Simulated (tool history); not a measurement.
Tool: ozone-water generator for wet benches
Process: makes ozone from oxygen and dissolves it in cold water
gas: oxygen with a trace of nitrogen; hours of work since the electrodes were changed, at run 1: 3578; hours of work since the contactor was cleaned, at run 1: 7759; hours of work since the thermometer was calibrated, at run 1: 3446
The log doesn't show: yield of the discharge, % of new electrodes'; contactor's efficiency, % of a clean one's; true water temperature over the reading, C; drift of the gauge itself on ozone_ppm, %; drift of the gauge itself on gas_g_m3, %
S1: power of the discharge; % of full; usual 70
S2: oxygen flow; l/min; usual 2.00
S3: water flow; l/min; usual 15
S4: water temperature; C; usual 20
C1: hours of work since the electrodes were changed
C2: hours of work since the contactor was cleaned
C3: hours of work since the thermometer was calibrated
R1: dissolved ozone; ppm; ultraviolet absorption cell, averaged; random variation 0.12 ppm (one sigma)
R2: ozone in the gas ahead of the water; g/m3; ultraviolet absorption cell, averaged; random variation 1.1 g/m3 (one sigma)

| run | hour | S1 | S2 | S3 | S4 | C1 | C2 | C3 | R1 | R2 |
|---|---|---|---|---|---|---|---|---|---|---|
| 1 | 0.0 | 70 | 2.00 | 15 | 20 | 3578 | 7759 | 3446 | 8.9 | 179.8 |
| 2 | 112.9 | 70 | 2.00 | 15 | 20 | 3672 | 7854 | 3540 | 8.9 | 178.3 |
| 3 | 221.1 | 41 | 2.00 | 15 | 20 | 3763 | 7944 | 3630 | 5.5 | 115.3 |
|  | 231.9 | water thermometer calibrated |
| 4 | 293.6 | 41 | 2.00 | 15 | 20 | 3823 | 8004 | 51 | 5.5 | 114.2 |
| 5 | 357.3 | 41 | 2.00 | 15 | 20 | 3876 | 8057 | 105 | 5.7 | 114.9 |
| 6 | 437.7 | 70 | 2.00 | 15 | 20 | 3943 | 8124 | 172 | 8.5 | 180.4 |
| 7 | 533.0 | 70 | 2.83 | 15 | 20 | 4023 | 8204 | 251 | 8.6 | 141.8 |
| 8 | 633.4 | 70 | 2.83 | 15 | 20 | 4107 | 8288 | 335 | 8.6 | 142.5 |
| 9 | 748.2 | 70 | 2.00 | 13 | 20 | 4202 | 8383 | 431 | 10.2 | 180.8 |
| 10 | 812.7 | 70 | 2.00 | 15 | 25 | 4256 | 8437 | 485 | 8.3 | 179.0 |
| 11 | 889.1 | 80 | 2.00 | 15 | 20 | 4320 | 8501 | 549 | 9.6 | 200.8 |
| 12 | 994.8 | 80 | 2.00 | 15 | 20 | 4408 | 8589 | 637 | 9.7 | 199.4 |
| 13 | 1050.9 | 70 | 2.00 | 10 | 20 | 4455 | 8636 | 684 | 13.4 | 177.1 |
| 14 | 1106.0 | 70 | 2.00 | 15 | 21 | 4501 | 8682 | 730 | 8.6 | 178.6 |
| 15 | 1168.4 | 70 | 2.00 | 15 | 21 | 4553 | 8734 | 782 | 8.5 | 177.0 |
| 16 | 1264.9 | 70 | 2.00 | 11 | 19 | 4634 | 8815 | 862 | 12.1 | 179.7 |
| 17 | 1355.0 | 70 | 2.00 | 15 | 12 | 4709 | 8890 | 937 | 9.2 | 177.8 |
| 18 | 1421.6 | 70 | 2.00 | 15 | 12 | 4764 | 8946 | 993 | 9.2 | 177.4 |
| 19 | 1514.3 | 70 | 2.00 | 15 | 12 | 4842 | 9023 | 1070 | 9.0 | 176.1 |
| 20 | 1577.0 | 70 | 2.00 | 15 | 12 | 4894 | 9075 | 1123 | 9.0 | 178.9 |
| 21 | 1627.0 | 70 | 1.09 | 15 | 12 | 4936 | 9117 | 1164 | 8.3 | 267.6 |
| 22 | 1710.3 | 70 | 1.09 | 15 | 12 | 5005 | 9187 | 1234 | 8.3 | 266.4 |
| 23 | 1760.1 | 86 | 2.00 | 15 | 20 | 5047 | 9228 | 1276 | 10.1 | 210.5 |
| 24 | 1864.5 | 86 | 2.00 | 15 | 20 | 5134 | 9315 | 1363 | 10.0 | 210.1 |

Run 25 comes next. What will it give?
| 25 | 1921.9 | 79 | 1.47 | 11 | 20 | 5182 | 9363 | 1411 | ? | ? |

R1: 13.2 ppm
R2: 244.0 g/m3
Without the tool's hidden state the same run would have given R1 15.6 ppm, R2 258.9 g/m3.
